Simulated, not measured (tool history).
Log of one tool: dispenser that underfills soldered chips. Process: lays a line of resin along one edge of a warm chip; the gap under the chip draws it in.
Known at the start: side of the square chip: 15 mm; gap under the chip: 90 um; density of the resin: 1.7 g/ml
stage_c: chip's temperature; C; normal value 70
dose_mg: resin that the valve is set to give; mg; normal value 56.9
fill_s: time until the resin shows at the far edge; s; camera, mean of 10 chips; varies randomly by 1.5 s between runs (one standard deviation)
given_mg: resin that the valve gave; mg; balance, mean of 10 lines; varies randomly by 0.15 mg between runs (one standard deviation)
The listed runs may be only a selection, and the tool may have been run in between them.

run   hour  stage_c  dose_mg  fill_s  given_mg
  1    0.0       70     56.9   161.9     56.80
  2    9.9       70     56.9   207.9     56.83
      13.8  -- new syringe of resin
  3   18.7       70     56.9   177.6     56.45
  4   25.9       70     56.9   208.5     56.76
      28.3  -- new syringe of resin
  5   31.9       70     56.9   175.7     56.42
  6   39.7       70     56.9   207.5     56.29
      42.8  -- new syringe of resin
  7   45.2       70     56.9   168.9     56.18
  8   54.5       70     59.0   208.1     58.10
      57.0  -- new syringe of resin
  9   62.3       70     59.0   183.4     57.93
      71.7  -- new syringe of resin
 10   73.9       78     56.9   111.8     55.80
      85.9  -- new syringe of resin
 11   85.9       78     56.9   108.2     55.71
      88.1  -- dispensing valve cleaned and set on the balance
 12   97.9       78     56.9   137.4     56.84
     101.7  -- new syringe of resin
 13  108.2       70     56.9   185.7     57.07
     116.3  -- new syringe of resin
 14  119.4       70     56.9   173.9     56.81
     130.5  -- new syringe of resin
 15  130.8       70     56.9   163.4     56.58
 16  140.4       70     49.1   205.7     48.67
     145.5  -- new syringe of resin
 17  150.5       70     56.9   184.1     56.16
 18  157.7       70     56.9   214.0     56.25
     159.7  -- new syringe of resin
 19  169.7       70     56.9   208.9     56.25
     174.1  -- new syringe of resin
 20  179.4       70     56.9   187.9     56.20
     183.9  -- dispensing valve cleaned and set on the balance
     189.6  -- new syringe of resin
 21  189.6       57     57.3   348.0     57.28
 22  198.7       57     57.3   422.2     57.08
     204.1  -- new syringe of resin
 23  206.7       83     52.1    93.2     51.91
 24  212.3       80     66.7   117.4     66.32
     218.5  -- new syringe of resin
 25  223.4       84     63.2    91.0     62.54
 26  231.5       58     60.9   432.4     60.45
     232.7  -- new syringe of resin
 27  244.0       58     60.9   419.8     60.16
     247.4  -- new syringe of resin
 28  250.1       78     69.8   114.9     68.73
 29  258.7       78     69.8   140.3     68.62
     262.1  -- new syringe of resin
 30  269.3       77     62.3   133.9     61.21
     277.0  -- new syringe of resin
 31  277.1       84     57.4    81.4     56.47
     280.2  -- dispensing valve cleaned and set on the balance
 32  286.6       84     57.4   101.2     57.13
     292.5  -- new syringe of resin
 33  297.4       61     50.2   323.6     49.99
     307.1  -- new syringe of resin
 34  309.8       56     69.2   391.3     68.86
 35  317.3       83     54.1   109.2     53.65

Alternative continuations, all from the tool just after run 35; predict every row:
     321.6  -- new syringe of resin
  A  325.0       70     67.1       ?         ?
     321.6  -- new syringe of resin
  B  325.0       78     70.7       ?         ?
     321.6  -- new syringe of resin
  C  325.0       77     63.0       ?         ?
     321.6  -- new syringe of resin
  D  325.0       66     60.1       ?         ?

run  fill_s  given_mg
  A   182.7     66.56
  B   120.9     69.90
  C   126.1     61.97
  D   228.5     59.43
Without the tool's unlogged condition, the same runs would have read:
run  fill_s  given_mg
  A   144.0     67.34
  B    96.0     70.72
  C   100.0     62.69
  D   179.3     60.13

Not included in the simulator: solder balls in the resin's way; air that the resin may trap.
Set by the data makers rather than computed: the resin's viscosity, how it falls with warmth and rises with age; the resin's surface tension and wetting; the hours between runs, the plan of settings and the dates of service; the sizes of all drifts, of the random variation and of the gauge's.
